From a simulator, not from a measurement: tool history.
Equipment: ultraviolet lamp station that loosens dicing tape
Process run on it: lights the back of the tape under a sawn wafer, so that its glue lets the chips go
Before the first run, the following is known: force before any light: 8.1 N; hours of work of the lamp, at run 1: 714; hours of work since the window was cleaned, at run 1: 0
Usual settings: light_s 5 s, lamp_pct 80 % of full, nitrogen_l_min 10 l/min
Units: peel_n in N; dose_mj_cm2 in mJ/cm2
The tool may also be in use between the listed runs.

run,hour,light_s,lamp_pct,nitrogen_l_min,hours of work of the lamp,hours of work since the window was cleaned,peel_n,dose_mj_cm2
1,0.0,5,80,10,714,0,1.211,287
2,13.2,5,80,10,724,10,1.190,285
3,33.3,5,80,10,739,26,1.230,278
4,47.2,5,80,10,750,37,1.246,279
5,67.9,5,80,10,766,53,1.342,274
6,82.5,5,80,10,778,64,1.253,270
7,98.9,5,85,10,790,77,1.193,287
8,123.1,5,85,10,809,95,1.214,281
9,139.8,5,85,10,822,108,1.232,277
10,150.1,3,80,9,830,116,2.881,155
11,172.3,2,66,11,847,133,4.385,84
12,193.7,3,81,6,864,150,3.269,153
13,212.4,3,81,6,878,165,3.424,153
14,223.3,3,80,8,887,173,3.111,147

Alternative continuations, all from the tool just after run 14; predict every row:
A,246.9,7,80,8,905,191,?,?
B,246.9,4,90,4,905,191,?,?
C,246.9,5,80,4,905,191,?,?

run,peel_n,dose_mj_cm2
A,1.004,336
B,2.850,217
C,2.561,239
Without the tool's hidden state the same runs would have given:
run,peel_n,dose_mj_cm2
A,0.364,600
B,1.318,385
C,1.116,427

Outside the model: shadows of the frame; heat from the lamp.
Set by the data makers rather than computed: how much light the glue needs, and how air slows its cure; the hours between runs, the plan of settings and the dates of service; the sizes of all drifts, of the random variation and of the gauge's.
